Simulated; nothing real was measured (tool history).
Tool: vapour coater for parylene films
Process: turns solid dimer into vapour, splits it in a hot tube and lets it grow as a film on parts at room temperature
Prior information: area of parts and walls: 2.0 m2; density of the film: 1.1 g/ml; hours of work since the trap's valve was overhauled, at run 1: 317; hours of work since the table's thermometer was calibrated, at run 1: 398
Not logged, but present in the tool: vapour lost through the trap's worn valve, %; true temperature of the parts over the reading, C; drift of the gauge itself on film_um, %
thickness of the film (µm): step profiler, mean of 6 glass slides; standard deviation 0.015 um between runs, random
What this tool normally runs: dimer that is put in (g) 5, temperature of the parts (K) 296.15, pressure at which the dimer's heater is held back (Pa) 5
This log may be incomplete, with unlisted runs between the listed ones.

run,day,dimer that is put in (g),temperature of the parts (K),pressure at which the dimer's heater is held back (Pa),hours of work since the trap's valve was overhauled,hours of work since the table's thermometer was calibrated,thickness of the film (µm)
1,0,5,296.15,5,317,398,1.57
2,0.717,5,298.15,5,327,408,1.49
3,1.75,5,298.15,5,341,422,1.49
4,2.467,5,298.15,5,351,432,1.5
# day 2.979: trap's valve overhauled
5,3.275,5,296.15,5,4,441,1.58
6,4.017,5,296.15,5,14,451,1.58
7,5.175,5,296.15,7.84,30,467,1.48
8,5.804,5,296.15,7.84,39,476,1.52
9,6.979,5,296.15,5,55,492,1.58
10,7.658,5,292.15,5,65,501,1.75
11,8.392,3,292.15,5,75,511,1.02
12,9.067,3,292.15,5,84,521,1.03
13,9.704,2,296.15,5,93,530,0.63
14,10.4,2,296.15,5,103,539,0.63
15,11.525,4,296.15,5,118,555,1.26
16,12.117,4,296.15,5,126,563,1.26
17,13.292,4,296.15,5,143,579,1.26
18,14.45,4,296.15,5,159,595,1.27
19,14.946,3,292.15,5,166,602,1.03
20,15.867,4,296.15,8.43,178,615,1.19
21,16.479,4,296.15,8.43,187,623,1.17
22,17.108,4,296.15,8.43,195,632,1.19
23,17.825,4,301.15,8.96,205,642,1.06
24,18.404,8,298.15,3.38,213,650,2.47
25,19.362,8,298.15,3.38,227,663,2.47
26,20.088,5,296.15,5.15,237,673,1.53
27,20.642,5,296.15,4.72,244,681,1.58
28,21.471,5,296.15,4.72,256,692,1.57
29,22.629,3,298.15,4.72,272,708,0.9
30,23.417,3,298.15,4.72,283,719,0.91
31,24.529,3,298.15,2.81,298,735,0.93
32,25.158,5,308.15,5,307,743,1.16
33,25.733,5,296.15,10.23,315,751,1.49
34,26.288,4,292.15,10.23,322,759,1.26
35,27.304,6,296.15,5,336,773,1.84
36,28.012,6,296.15,5,346,783,1.87

Each row is a separate what-if for the run after 36, all from the same tool condition, not one after another. Results?
# day 28.85: trap's valve overhauled
A,29.071,5,288.15,5,3,795,?
# day 28.85: trap's valve overhauled
B,29.071,6,298.15,6.17,3,795,?
# day 28.85: trap's valve overhauled
C,29.071,6,292.15,5,3,795,?

run,thickness of the film (µm)
A,1.89
B,1.76
C,2.06
Without the tool's unlogged condition, the same runs would have read:
run,thickness of the film (µm)
A,1.89
B,1.75
C,2.05
